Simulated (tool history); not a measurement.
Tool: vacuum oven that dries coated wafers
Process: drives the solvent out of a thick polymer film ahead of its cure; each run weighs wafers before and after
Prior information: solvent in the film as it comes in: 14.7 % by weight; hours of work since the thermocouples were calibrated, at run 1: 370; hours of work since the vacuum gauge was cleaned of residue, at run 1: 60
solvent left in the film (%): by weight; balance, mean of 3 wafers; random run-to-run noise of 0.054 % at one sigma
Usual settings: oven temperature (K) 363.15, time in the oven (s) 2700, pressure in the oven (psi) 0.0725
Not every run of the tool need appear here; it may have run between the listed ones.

run,hour,oven temperature (K),time in the oven (s),pressure in the oven (psi),hours of work since the thermocouples were calibrated,hours of work since the vacuum gauge was cleaned of residue,solvent left in the film (%)
1,0.0,363.15,2700,0.0725,370,60,1.97
2,32.7,349.15,2700,0.0725,385,75,5.99
3,88.0,349.15,2700,0.0725,410,101,6.00
4,130.5,349.15,2700,0.0725,430,121,5.97
5,157.3,349.15,2700,0.0725,443,133,5.92
6,197.1,349.15,2700,0.0725,461,152,6.00
7,252.4,363.15,2700,0.0725,487,177,1.90
8,298.5,363.15,2700,0.0725,508,199,1.96
9,351.4,363.15,2700,0.0426,533,223,1.71
10,395.1,372.15,2700,0.0426,553,244,0.59
11,431.7,372.15,1500,0.0426,570,261,1.68
12,465.3,372.15,1500,0.0426,585,276,1.61
13,503.4,354.15,4020,0.1700,603,294,3.87
14,547.6,354.15,4020,0.1700,624,314,3.93
15,581.1,354.15,4020,0.1700,639,330,3.87
16,623.2,354.15,4020,0.1700,659,349,3.95
17,653.0,363.15,2700,0.1046,673,363,2.32
18,687.3,351.15,4020,0.0725,688,379,3.80
19,722.3,361.15,1320,0.0725,705,395,5.21
20,770.7,362.15,4500,0.0374,727,418,0.76
21,795.9,362.15,4500,0.0374,739,430,0.88

Branching from run 21: 4 alternative next runs. What would each branch give?
A,833.1,363.15,1800,0.0725,756,447,?
B,833.1,365.15,2100,0.0374,756,447,?
C,833.1,363.15,2700,0.0603,756,447,?
D,833.1,374.15,2460,0.0924,756,447,?

run,solvent left in the film (%)
A,3.27
B,2.04
C,1.93
D,0.79
The same runs, with their run-to-run variation unchanged, on a tool lacking any hidden condition would have given:
run,solvent left in the film (%)
A,3.36
B,2.09
C,1.96
D,0.74
